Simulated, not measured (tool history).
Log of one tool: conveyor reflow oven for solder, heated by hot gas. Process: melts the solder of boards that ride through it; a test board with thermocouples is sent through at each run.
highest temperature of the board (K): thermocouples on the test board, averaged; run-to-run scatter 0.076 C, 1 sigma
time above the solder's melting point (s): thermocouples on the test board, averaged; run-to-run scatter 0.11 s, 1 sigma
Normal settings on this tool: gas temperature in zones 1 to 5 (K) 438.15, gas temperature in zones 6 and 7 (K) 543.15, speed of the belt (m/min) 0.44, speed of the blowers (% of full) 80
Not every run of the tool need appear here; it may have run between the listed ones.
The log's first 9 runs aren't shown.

run	hour	gas temperature in zones 1 to 5 (K)	gas temperature in zones 6 and 7 (K)	speed of the belt (m/min)	speed of the blowers (% of full)	hours of work since the flux was cleaned out	hours of work since the belt drive was overhauled	hours of work since the thermocouples were changed	highest temperature of the board (K)	time above the solder's melting point (s)
10	130.3	438.15	543.15	0.44	80	181	614	833	524.97	57.3
11	151.7	438.15	543.15	0.44	80	194	627	846	524.84	57.5
12	162.2	438.15	543.15	0.514	80	201	634	853	518.84	43
13	176.2	438.15	543.15	0.514	80	209	643	862	518.73	43.1
14	189	438.15	543.15	0.44	80	218	651	870	524.54	57.3
15	199.3	438.15	543.15	0.44	80	224	657	876	524.72	57.2
16	210.7	438.15	543.15	0.44	62	231	664	883	519.26	51.1
17	221.5	442.15	534.15	0.402	76	238	671	890	519.58	60.3
# hour 244.2: flux residue cleaned out of gas plates and filters
18	245.5	440.15	543.15	0.387	80	1	683	902	530.03	72
19	263.7	424.15	554.15	0.362	63	12	695	914	535.16	74
20	279.2	438.15	532.15	0.48	71	22	704	923	510.83	38.5
21	298.7	438.15	532.15	0.401	71	34	717	936	516.99	56.1
22	314.1	438.15	551.15	0.5	51	44	726	945	515.16	38.9
23	323.8	448.15	543.15	0.44	80	50	732	951	527.41	63
24	332.7	448.15	543.15	0.44	80	56	738	957	527.43	63
25	352.2	433.15	558.15	0.44	80	68	750	969	537.59	64.7
26	363.1	433.15	558.15	0.44	80	75	757	976	537.46	64.6

For run 27, what comes out?
27	380.9	452.15	543.15	0.44	78	86	768	987	?	?

Logged for run 27: highest temperature of the board (K) 527.47, time above the solder's melting point (s) 64.8.
Minus the tool's unlogged condition, the same run would have read highest temperature of the board (K) 527.02, time above the solder's melting point (s) 64.1.
